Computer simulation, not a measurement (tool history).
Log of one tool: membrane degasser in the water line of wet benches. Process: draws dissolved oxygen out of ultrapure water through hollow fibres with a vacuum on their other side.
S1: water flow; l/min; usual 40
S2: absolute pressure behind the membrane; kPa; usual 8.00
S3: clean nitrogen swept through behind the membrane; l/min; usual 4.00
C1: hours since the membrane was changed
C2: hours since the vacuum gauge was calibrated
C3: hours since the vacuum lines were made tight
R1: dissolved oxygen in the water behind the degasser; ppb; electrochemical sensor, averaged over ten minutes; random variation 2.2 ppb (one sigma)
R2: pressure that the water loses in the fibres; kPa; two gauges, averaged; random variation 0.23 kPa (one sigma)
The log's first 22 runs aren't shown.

run	hour	S1	S2	S3	C1	C2	C3	R1	R2
# hour 5940.5: seals of the vacuum lines changed
23	6153.1	54	8.00	4.52	7585	607	213	311.7	80.85
24	6513.4	46	10.56	3.37	7946	967	573	373.1	69.16
25	6691.8	51	10.56	9.47	8124	1146	751	260.0	77.42
26	7039.9	51	10.56	9.47	8472	1494	1099	261.2	77.29
27	7379.0	51	10.56	9.47	8811	1833	1439	263.4	76.98
28	7653.5	40	8.00	4.96	9086	2107	1713	221.3	60.44
29	8011.2	40	11.61	2.93	9444	2465	2071	381.2	60.76
30	8158.8	41	11.93	2.93	9591	2613	2218	407.6	61.86
31	8407.7	36	11.62	2.74	9840	2861	2467	359.1	54.52
# hour 8695.0: vacuum gauge calibrated
32	8711.0	28	5.06	10.47	10143	16	2770	93.5	42.75

4 ways to go on from here, each from the tool as it stands after run 32. What would each give?
A	9068.4	43	15.16	3.00	10500	373	3127	?	?
B	9068.4	57	12.52	3.98	10500	373	3127	?	?
C	9068.4	56	6.40	10.47	10500	373	3127	?	?
D	9068.4	56	7.29	8.19	10500	373	3127	?	?

run	R1	R2
A	498.5	65.59
B	484.2	86.91
C	237.3	85.42
D	259.3	85.87
Without the tool's hidden state the same runs would have given:
run	R1	R2
A	476.6	63.13
B	456.5	83.66
C	210.1	82.22
D	232.1	82.67
